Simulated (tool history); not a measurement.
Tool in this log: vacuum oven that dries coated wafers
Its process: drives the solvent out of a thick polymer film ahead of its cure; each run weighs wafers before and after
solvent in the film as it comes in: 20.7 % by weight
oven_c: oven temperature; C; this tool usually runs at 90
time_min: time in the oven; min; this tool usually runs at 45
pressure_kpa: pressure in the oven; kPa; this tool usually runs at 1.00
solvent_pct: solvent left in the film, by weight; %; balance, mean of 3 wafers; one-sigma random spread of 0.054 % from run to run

run,day,oven_c,time_min,pressure_kpa,solvent_pct
1,0.000,90,45,1.00,1.87
2,0.700,87,45,1.00,2.43
3,1.038,82,45,1.00,3.43
4,1.400,90,45,1.00,1.93
5,2.121,90,45,1.00,1.97
6,2.721,90,45,1.00,1.99
7,3.425,90,45,1.00,1.89
8,3.754,90,45,1.00,1.86
9,4.271,90,45,1.00,1.95
10,4.683,90,45,1.00,1.92
11,5.217,90,45,1.00,1.94
12,5.625,82,45,1.00,3.45
13,6.175,82,45,1.00,3.40
14,6.712,82,45,1.00,3.40
15,7.475,95,71,0.97,1.30
16,8.150,81,49,1.48,4.23
17,8.529,94,45,0.80,1.34
18,9.146,94,45,3.02,3.93
19,9.900,97,25,0.85,2.10
20,10.329,97,25,0.85,2.12
21,10.683,97,25,0.85,2.02
22,11.388,81,69,3.53,7.28
23,11.750,88,45,0.82,1.99
24,12.300,104,45,1.50,1.33
25,12.742,104,45,1.50,1.31
26,13.288,104,45,1.50,1.31
27,13.771,90,37,1.00,2.44
28,14.246,90,37,1.00,2.35

Alternative continuations, all from the tool just after run 28; predict every row:
A,14.692,90,56,1.00,?
B,14.692,86,71,1.00,?
C,14.692,89,32,1.00,?
D,14.692,79,37,0.60,?
E,14.692,90,37,0.85,?

run,solvent_pct
A,1.76
B,1.91
C,3.01
D,4.33
E,2.26
With the hidden condition removed and each run's random variation left untouched, the same runs would have given:
run,solvent_pct
A,1.73
B,1.87
C,3.10
D,4.43
E,2.30

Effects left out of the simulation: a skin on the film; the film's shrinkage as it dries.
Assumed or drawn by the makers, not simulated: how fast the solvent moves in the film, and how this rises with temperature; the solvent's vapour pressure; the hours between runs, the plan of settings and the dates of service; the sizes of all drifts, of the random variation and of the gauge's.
